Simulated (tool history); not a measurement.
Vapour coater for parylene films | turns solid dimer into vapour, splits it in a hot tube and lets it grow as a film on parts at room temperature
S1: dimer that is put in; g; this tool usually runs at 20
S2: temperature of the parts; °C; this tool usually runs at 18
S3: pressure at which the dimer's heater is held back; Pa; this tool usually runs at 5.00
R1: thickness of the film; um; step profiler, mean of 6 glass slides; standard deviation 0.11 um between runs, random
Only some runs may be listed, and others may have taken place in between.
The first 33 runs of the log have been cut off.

{"run": 34, "hour": 895.6, "S1": 29, "S2": 18, "S3": 8.2, "R1": 18.79}
{"run": 35, "hour": 918.5, "S1": 29, "S2": 18, "S3": 8.2, "R1": 18.64}
{"run": 36, "hour": 937.2, "S1": 20, "S2": 25, "S3": 5.05, "R1": 10.77}
{"run": 37, "hour": 956.8, "S1": 20, "S2": 25, "S3": 5.05, "R1": 10.91}
{"run": 38, "hour": 987.6, "S1": 20, "S2": 24, "S3": 3.9, "R1": 11.26}
{"run": 39, "hour": 1021.2, "S1": 25, "S2": 21, "S3": 5.0, "R1": 15.05}
{"run": 40, "hour": 1040.7, "S1": 30, "S2": 18, "S3": 3.14, "R1": 20.63}
{"run": 41, "hour": 1063.0, "S1": 9, "S2": 18, "S3": 4.15, "R1": 6.0}

Forecast each of these 5 alternatives for the next run:
{"run": "A", "hour": 1093.6, "S1": 20, "S2": 23, "S3": 5.0, "R1": "?"}
{"run": "B", "hour": 1093.6, "S1": 9, "S2": 23, "S3": 4.0, "R1": "?"}
{"run": "C", "hour": 1093.6, "S1": 9, "S2": 18, "S3": 8.79, "R1": "?"}
{"run": "D", "hour": 1093.6, "S1": 24, "S2": 18, "S3": 5.0, "R1": "?"}
{"run": "E", "hour": 1093.6, "S1": 20, "S2": 28, "S3": 5.0, "R1": "?"}

run=A R1=11.29
run=B R1=5.13
run=C R1=5.55
run=D R1=15.48
run=E R1=9.66
Had the tool no hidden state, the same runs would have come out as:
run=A R1=12.72
run=B R1=5.78
run=C R1=6.26
run=D R1=17.44
run=E R1=10.89
